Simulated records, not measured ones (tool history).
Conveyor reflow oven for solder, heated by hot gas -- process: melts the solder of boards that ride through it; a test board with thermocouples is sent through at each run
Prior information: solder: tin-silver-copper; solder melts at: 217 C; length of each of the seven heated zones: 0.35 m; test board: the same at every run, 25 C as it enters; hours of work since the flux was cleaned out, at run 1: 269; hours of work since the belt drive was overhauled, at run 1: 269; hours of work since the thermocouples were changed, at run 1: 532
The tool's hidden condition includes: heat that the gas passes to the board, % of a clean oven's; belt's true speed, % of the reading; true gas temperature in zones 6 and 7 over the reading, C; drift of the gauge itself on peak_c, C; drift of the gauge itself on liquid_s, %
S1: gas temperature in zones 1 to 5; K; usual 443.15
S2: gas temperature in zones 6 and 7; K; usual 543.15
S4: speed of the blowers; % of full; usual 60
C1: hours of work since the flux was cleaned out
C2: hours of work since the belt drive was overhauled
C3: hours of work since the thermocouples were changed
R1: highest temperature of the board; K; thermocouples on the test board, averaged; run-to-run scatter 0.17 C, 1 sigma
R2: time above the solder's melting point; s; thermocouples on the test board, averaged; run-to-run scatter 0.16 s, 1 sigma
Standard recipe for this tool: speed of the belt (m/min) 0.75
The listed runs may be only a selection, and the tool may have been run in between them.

run 1 day=0 | S1=443.15 S2=543.15 speed_of_the_belt_(m/min)=0.75 S4=60 | C1=269 C2=269 C3=532 | R1=525.25 R2=40.6
run 2 day=0.733 | S1=443.15 S2=543.15 speed_of_the_belt_(m/min)=0.659 S4=60 | C1=281 C2=281 C3=544 | R1=529.35 R2=49.2
run 3 day=1.358 | S1=443.15 S2=543.15 speed_of_the_belt_(m/min)=0.75 S4=60 | C1=292 C2=292 C3=555 | R1=525.05 R2=40.2
run 4 day=2.188 | S1=443.15 S2=543.15 speed_of_the_belt_(m/min)=0.75 S4=60 | C1=305 C2=305 C3=568 | R1=524.85 R2=40.2
run 5 day=2.904 | S1=443.15 S2=543.15 speed_of_the_belt_(m/min)=0.75 S4=60 | C1=317 C2=317 C3=580 | R1=524.85 R2=40.1
run 6 day=3.371 | S1=443.15 S2=543.15 speed_of_the_belt_(m/min)=0.676 S4=60 | C1=325 C2=325 C3=588 | R1=528.65 R2=47.3
run 7 day=3.942 | S1=443.15 S2=543.15 speed_of_the_belt_(m/min)=0.75 S4=60 | C1=334 C2=334 C3=597 | R1=524.85 R2=40
run 8 day=4.467 | S1=443.15 S2=543.15 speed_of_the_belt_(m/min)=0.75 S4=60 | C1=342 C2=342 C3=606 | R1=524.45 R2=40.2
run 9 day=5.283 | S1=443.15 S2=543.15 speed_of_the_belt_(m/min)=0.75 S4=60 | C1=356 C2=356 C3=619 | R1=524.45 R2=39.8
-- day=6.012 flux residue cleaned out of gas plates and filters
run 10 day=6.529 | S1=443.15 S2=543.15 speed_of_the_belt_(m/min)=0.75 S4=60 | C1=8 C2=373 C3=636 | R1=528.05 R2=42.4
run 11 day=7.104 | S1=443.15 S2=543.15 speed_of_the_belt_(m/min)=0.75 S4=60 | C1=18 C2=382 C3=645 | R1=528.05 R2=42.4
run 12 day=7.767 | S1=443.15 S2=543.15 speed_of_the_belt_(m/min)=0.75 S4=60 | C1=29 C2=393 C3=656 | R1=528.05 R2=42.4
run 13 day=8.642 | S1=443.15 S2=543.15 speed_of_the_belt_(m/min)=0.75 S4=60 | C1=43 C2=408 C3=671 | R1=528.15 R2=42.4
run 14 day=9.225 | S1=443.15 S2=543.15 speed_of_the_belt_(m/min)=0.75 S4=60 | C1=53 C2=417 C3=680 | R1=527.85 R2=42.7
-- day=9.462 belt drive overhauled, speed set with a stopwatch
run 15 day=10.396 | S1=442.15 S2=543.15 speed_of_the_belt_(m/min)=0.861 S4=79 | C1=69 C2=15 C3=697 | R1=526.45 R2=35.6
run 16 day=10.933 | S1=442.15 S2=543.15 speed_of_the_belt_(m/min)=0.861 S4=79 | C1=78 C2=24 C3=705 | R1=526.05 R2=35.7
-- day=11.35 belt drive overhauled, speed set with a stopwatch, once more
run 17 day=11.804 | S1=443.15 S2=543.15 speed_of_the_belt_(m/min)=0.881 S4=52 | C1=89 C2=7 C3=717 | R1=518.95 R2=29.8
run 18 day=12.579 | S1=456.15 S2=544.15 speed_of_the_belt_(m/min)=0.83 S4=77 | C1=102 C2=20 C3=730 | R1=529.95 R2=41.8
run 19 day=13.55 | S1=449.15 S2=552.15 speed_of_the_belt_(m/min)=0.897 S4=80 | C1=118 C2=36 C3=746 | R1=532.95 R2=38
run 20 day=14.617 | S1=443.15 S2=543.15 speed_of_the_belt_(m/min)=0.649 S4=83 | C1=136 C2=54 C3=763 | R1=534.85 R2=53.1
run 21 day=15.629 | S1=443.15 S2=543.15 speed_of_the_belt_(m/min)=0.673 S4=83 | C1=152 C2=70 C3=780 | R1=533.75 R2=50.9
run 22 day=16.562 | S1=443.15 S2=543.15 speed_of_the_belt_(m/min)=0.673 S4=83 | C1=168 C2=85 C3=795 | R1=533.95 R2=50.6
run 23 day=17.346 | S1=443.15 S2=543.15 speed_of_the_belt_(m/min)=0.673 S4=83 | C1=180 C2=98 C3=808 | R1=533.65 R2=50.9
run 24 day=17.896 | S1=437.15 S2=543.15 speed_of_the_belt_(m/min)=0.75 S4=63 | C1=189 C2=107 C3=817 | R1=526.35 R2=39.5
run 25 day=18.871 | S1=437.15 S2=556.15 speed_of_the_belt_(m/min)=0.622 S4=82 | C1=205 C2=123 C3=833 | R1=546.85 R2=58.9

Run by run, hidden condition taken away, random variation retained:
run=1 R1=526.25 R2=41.3
run=2 R1=529.95 R2=49.6
run=3 R1=526.25 R2=41
run=4 R1=526.15 R2=41.1
run=5 R1=526.15 R2=41
run=6 R1=529.55 R2=47.9
run=7 R1=526.25 R2=41
run=8 R1=525.85 R2=41.2
run=9 R1=526.05 R2=40.8
run=10 R1=525.85 R2=40.9
run=11 R1=526.05 R2=40.9
run=12 R1=526.05 R2=40.9
run=13 R1=526.25 R2=40.9
run=14 R1=525.95 R2=41.3
run=15 R1=524.85 R2=34.5
run=16 R1=524.45 R2=34.5
run=17 R1=518.05 R2=29.4
run=18 R1=528.85 R2=41.5
run=19 R1=532.25 R2=37.9
run=20 R1=533.55 R2=52.7
run=21 R1=532.55 R2=50.6
run=22 R1=532.85 R2=50.4
run=23 R1=532.55 R2=50.6
run=24 R1=525.85 R2=39.5
run=25 R1=545.95 R2=58.6
